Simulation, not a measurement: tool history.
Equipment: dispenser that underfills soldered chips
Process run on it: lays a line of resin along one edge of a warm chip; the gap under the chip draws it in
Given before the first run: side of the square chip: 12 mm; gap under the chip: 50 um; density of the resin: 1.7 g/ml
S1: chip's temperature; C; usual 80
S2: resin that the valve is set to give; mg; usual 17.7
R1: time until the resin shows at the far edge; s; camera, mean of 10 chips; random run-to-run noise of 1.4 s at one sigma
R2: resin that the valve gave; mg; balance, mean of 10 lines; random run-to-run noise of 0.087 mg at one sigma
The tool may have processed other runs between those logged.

run,hour,S1,S2,R1,R2
1,0,80,17.7,144.6,15.97
2,2.7,80,17.7,165.9,16.18
3,5.6,80,17.7,186.5,16.06
# hour 7.2: new syringe of resin
4,8.2,80,22.4,138.7,20.28
5,11.3,80,22.4,159.5,20.13
6,14.2,80,22.4,186.3,20.22
# hour 14.9: new syringe of resin
7,17.9,80,22.4,152.4,20.25
8,22.1,80,22.4,187.3,20.09
# hour 22.6: new syringe of resin
9,24.9,80,22.4,148.2,20.07
10,28,80,17.7,179,15.89
# hour 30.3: new syringe of resin
11,32.7,80,17.7,155.5,15.79
# hour 34.7: dispensing valve cleaned and set on the balance
12,38,80,17.7,187.8,17.63
# hour 39.1: new syringe of resin
13,41.7,80,17.7,152.9,17.53
14,45.5,80,17.7,184.5,17.51
# hour 47: new syringe of resin
15,48.6,80,17.6,148.7,17.31
16,52.1,80,17.6,173.4,17.26
# hour 54.6: new syringe of resin
17,55,71,17.7,212,17.44
18,57.6,80,17.7,154.4,17.47
19,60.4,81,21,165.3,20.52
# hour 62.5: new syringe of resin
20,65.3,81,20.8,148,20.52
21,69.1,81,20.8,171.6,20.16
# hour 70.3: new syringe of resin
22,71.7,85,22.4,113.2,21.67
23,74.5,85,22.4,125.5,21.71
# hour 78: new syringe of resin
24,78.1,85,15.1,115.1,14.57
25,80.8,95,19.3,78.7,18.52
26,83.2,83,18.8,150,18.04
# hour 85.9: new syringe of resin
27,87.5,86,20.6,109.8,19.77
28,90.4,86,20.6,127.6,19.55
# hour 93.7: new syringe of resin
29,94,85,16.5,112.6,15.79
30,96.8,74,21.3,212.4,20.25
31,99.6,74,21.3,237.8,20.18
# hour 101.5: new syringe of resin
32,102.3,91,17.7,87.6,16.85
33,105.4,92,21,94.5,19.7
# hour 109.2: new syringe of resin
34,109.3,68,18.7,251.7,17.7
35,113.9,92,16.7,101.6,15.76

Alternative continuations, all from the tool just after run 35; predict every row:
# hour 116.9: new syringe of resin
A,117,65,17.3,?,?
# hour 116.9: new syringe of resin
B,117,79,17.7,?,?
# hour 116.9: new syringe of resin
C,117,72,17.1,?,?
# hour 116.9: new syringe of resin
D,117,68,18.3,?,?

run,R1,R2
A,296.6,16.31
B,144.9,16.43
C,209.2,15.99
D,249.3,17.13
Take away the tool's hidden state, keep each run's random variation, and the runs would have read:
run,R1,R2
A,284,17.41
B,139.1,17.55
C,200.2,17.07
D,239.5,18.29
